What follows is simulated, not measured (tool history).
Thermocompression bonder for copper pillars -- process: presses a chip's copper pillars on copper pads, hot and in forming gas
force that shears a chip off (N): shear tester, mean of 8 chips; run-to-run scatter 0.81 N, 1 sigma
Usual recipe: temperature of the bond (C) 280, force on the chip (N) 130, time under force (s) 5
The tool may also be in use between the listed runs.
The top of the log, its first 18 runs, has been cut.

run     day  temperature of the bond (C)  force on the chip (N)  time under force (s)  force that shears a chip off (N)
 19  14.738                          280                    130                     5                              63.0
 20  15.717                          280                     82                     5                              40.3
     16.117  -- heater calibrated with a thermocouple chip, once more
 21  16.879                          280                     82                     5                              38.4
 22  18.088                          252                     82                     5                              25.8
     18.992  -- force cell calibrated
 23  19.038                          252                     82                     6                              29.3
 24  19.942                          293                    130                     4                              66.7
 25  20.696                          293                    130                     4                              66.2
 26  21.758                          306                    105                     7                              75.3
 27  22.646                          306                    105                     7                              74.0
 28  23.146                          273                    105                     7                              52.6
 29  24.262                          291                    107                     7                              63.6
 30  25.017                          291                    129                     7                              74.2
 31  26.150                          280                     92                     5                              44.3
 32  27.221                          304                    130                     7                              81.0
 33  28.142                          262                    135                     4                              45.0
 34  29.150                          258                     80                    10                              35.3
     29.871  -- forming gas filter changed
 35  29.954                          254                     98                     5                              33.7
 36  30.983                          269                    128                     7                              62.4
 37  32.146                          287                    130                     5                              70.3
 38  32.800                          287                    130                     5                              69.1

Below are 5 alternative next runs, each starting from the tool's condition after run 38. Predict each:
  A  33.921                          291                    130                     3                                 ?
  B  33.921                          287                    178                     5                                 ?
  C  33.921                          280                    168                     5                                 ?
  D  33.921                          287                    130                     8                                 ?
  E  33.921                          302                    143                     5                                 ?

run  force that shears a chip off (N)
  A                              60.3
  B                              87.4
  C                              75.4
  D                              79.2
  E                              83.2
Take away the tool's hidden state, keep each run's random variation, and the runs would have read:
run  force that shears a chip off (N)
  A                              60.9
  B                              88.4
  C                              76.2
  D                              80.0
  E                              84.3
